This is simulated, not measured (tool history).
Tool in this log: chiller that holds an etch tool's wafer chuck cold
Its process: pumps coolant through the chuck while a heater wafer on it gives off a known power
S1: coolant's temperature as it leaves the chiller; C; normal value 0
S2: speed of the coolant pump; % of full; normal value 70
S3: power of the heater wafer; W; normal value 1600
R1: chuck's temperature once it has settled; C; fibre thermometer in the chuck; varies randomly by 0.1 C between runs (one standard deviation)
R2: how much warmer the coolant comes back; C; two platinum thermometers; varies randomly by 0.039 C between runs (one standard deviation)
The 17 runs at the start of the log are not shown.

Run 18, hour 1688.3: usual settings but S1 8 C, S2 66 % of full, S3 1265 W. Result: R1 19.8 C, R2 6.95 C.
Run 19, hour 1743: usual settings but S1 8 C, S2 66 % of full, S3 1265 W. Result: R1 19.8 C, R2 7.01 C.
Run 20, hour 1799: usual settings but S1 3 C, S2 66 % of full, S3 1339 W. Result: R1 15.4 C, R2 7.33 C.
Run 21, hour 1855: usual settings but S1 -6 C, S2 78 % of full. Result: R1 7.3 C, R2 7.47 C.
Run 22, hour 1930.7: usual settings but S1 -6 C, S2 78 % of full. Result: R1 7.2 C, R2 7.49 C.
Run 23, hour 1988.5: usual settings but S1 6 C, S2 76 % of full. Result: R1 19.5 C, R2 7.73 C.
Run 24, hour 2047.6: usual settings but S1 -4 C, S2 63 % of full, S3 974 W. Result: R1 5.5 C, R2 5.59 C.
Run 25, hour 2148.2: usual settings but S1 -4 C, S2 63 % of full, S3 974 W. Result: R1 5.6 C, R2 5.59 C.
Run 26, hour 2242.4: usual settings but S1 4 C, S2 74 % of full. Result: R1 17.8 C, R2 7.87 C.
Run 27, hour 2347.1: usual settings but S1 7 C. Result: R1 21.3 C, R2 8.32 C.
Run 28, hour 2401.3: usual settings but S1 -5 C. Result: R1 9.5 C, R2 8.29 C.
Run 29, hour 2499.9: usual settings but S1 -5 C. Result: R1 9.2 C, R2 8.36 C.
Run 30, hour 2617.5: usual settings but S1 5 C, S2 65 % of full, S3 1018 W. Result: R1 14.7 C, R2 5.76 C.
Run 31, hour 2676.3: usual settings but S1 5 C. Result: R1 19.4 C, R2 8.37 C.

Consider 5 possible next runs. They are alternatives, not a sequence: every one starts from the tool as it was left by run 31. What does each give?
Run A, hour 2795.4: usual settings but S3 1823 W. Result: R1 ?, R2 ?.
Run B, hour 2795.4: usual settings but S1 3 C. Result: R1 ?, R2 ?.
Run C, hour 2795.4: usual settings but S1 8 C. Result: R1 ?, R2 ?.
Run D, hour 2795.4: usual settings but S1 5 C, S2 67 % of full. Result: R1 ?, R2 ?.
Run E, hour 2795.4: usual settings but S3 1845 W. Result: R1 ?, R2 ?.

run    R1    R2
  A  16.3  9.47
  B  17.3  8.36
  C  22.4  8.36
  D  19.7  8.69
  E  16.6  9.58
Stripped of hidden state, with their random variation kept, the same runs would have yielded:
run    R1    R2
  A  16.3  9.46
  B  17.3  8.35
  C  22.4  8.35
  D  19.7  8.68
  E  16.6  9.57
